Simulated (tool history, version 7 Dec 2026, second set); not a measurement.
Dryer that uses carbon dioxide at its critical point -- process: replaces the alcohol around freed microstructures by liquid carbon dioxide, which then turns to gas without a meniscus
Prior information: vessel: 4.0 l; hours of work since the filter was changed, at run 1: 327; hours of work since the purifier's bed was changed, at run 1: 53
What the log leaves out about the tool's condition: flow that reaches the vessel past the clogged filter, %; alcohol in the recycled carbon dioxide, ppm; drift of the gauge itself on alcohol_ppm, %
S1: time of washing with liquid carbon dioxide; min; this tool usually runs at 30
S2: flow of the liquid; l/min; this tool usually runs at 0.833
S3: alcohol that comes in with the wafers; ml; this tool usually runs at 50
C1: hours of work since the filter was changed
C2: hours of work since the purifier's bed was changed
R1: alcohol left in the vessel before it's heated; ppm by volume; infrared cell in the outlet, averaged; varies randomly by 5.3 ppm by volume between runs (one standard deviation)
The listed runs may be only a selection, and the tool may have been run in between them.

| run | day | S1 | S2 | S3 | C1 | C2 | R1 |
|---|---|---|---|---|---|---|---|
| 1 | 0 | 30 | 0.833 | 50 | 327 | 53 | 212 |
| 2 | 0.579 | 30 | 0.833 | 50 | 332 | 58 | 232 |
| 3 | 1.479 | 30 | 0.833 | 50 | 340 | 66 | 224 |
| 4 | 2.317 | 30 | 0.833 | 50 | 347 | 73 | 234 |
| 5 | 2.879 | 30 | 1.021 | 50 | 352 | 78 | 107 |
| 6 | 3.504 | 30 | 1.021 | 50 | 357 | 84 | 99 |
| 7 | 4.412 | 30 | 0.833 | 50 | 365 | 92 | 228 |
| 8 | 5.279 | 33 | 0.833 | 50 | 373 | 99 | 162 |
| 9 | 6.179 | 45 | 0.833 | 50 | 381 | 107 | 60 |
| 10 | 7.192 | 30 | 0.62 | 50 | 389 | 116 | 669 |
| 11 | 8.442 | 28 | 0.62 | 103 | 400 | 126 | 1711 |
| 12 | 9.171 | 30 | 0.62 | 24 | 407 | 133 | 345 |
| 13 | 10.133 | 24 | 0.657 | 24 | 415 | 141 | 514 |
| 14 | 10.817 | 20 | 1.301 | 56 | 421 | 147 | 231 |
| 15 | 11.358 | 20 | 1.301 | 42 | 426 | 152 | 178 |
| 16 | 12.075 | 23 | 1.04 | 46 | 432 | 158 | 277 |
| 17 | 13.112 | 23 | 1.04 | 46 | 441 | 167 | 274 |
| 18 | 13.762 | 43 | 0.928 | 29 | 446 | 173 | 49 |
| 19 | 14.492 | 24 | 0.502 | 97 | 453 | 179 | 3898 |
| 20 | 15.717 | 23 | 0.833 | 30 | 463 | 190 | 408 |

Measured minus without-hidden-state, run by run (identical run-to-run variation in each term; gauge scatter may differ):
| run | R1 |
|---|---|
| 1 | +92 |
| 2 | +97 |
| 3 | +98 |
| 4 | +105 |
| 5 | +54 |
| 6 | +54 |
| 7 | +111 |
| 8 | +86 |
| 9 | +34 |
| 10 | +259 |
| 11 | +624 |
| 12 | +145 |
| 13 | +188 |
| 14 | +127 |
| 15 | +99 |
| 16 | +144 |
| 17 | +149 |
| 18 | +35 |
| 19 | +1148 |
| 20 | +190 |
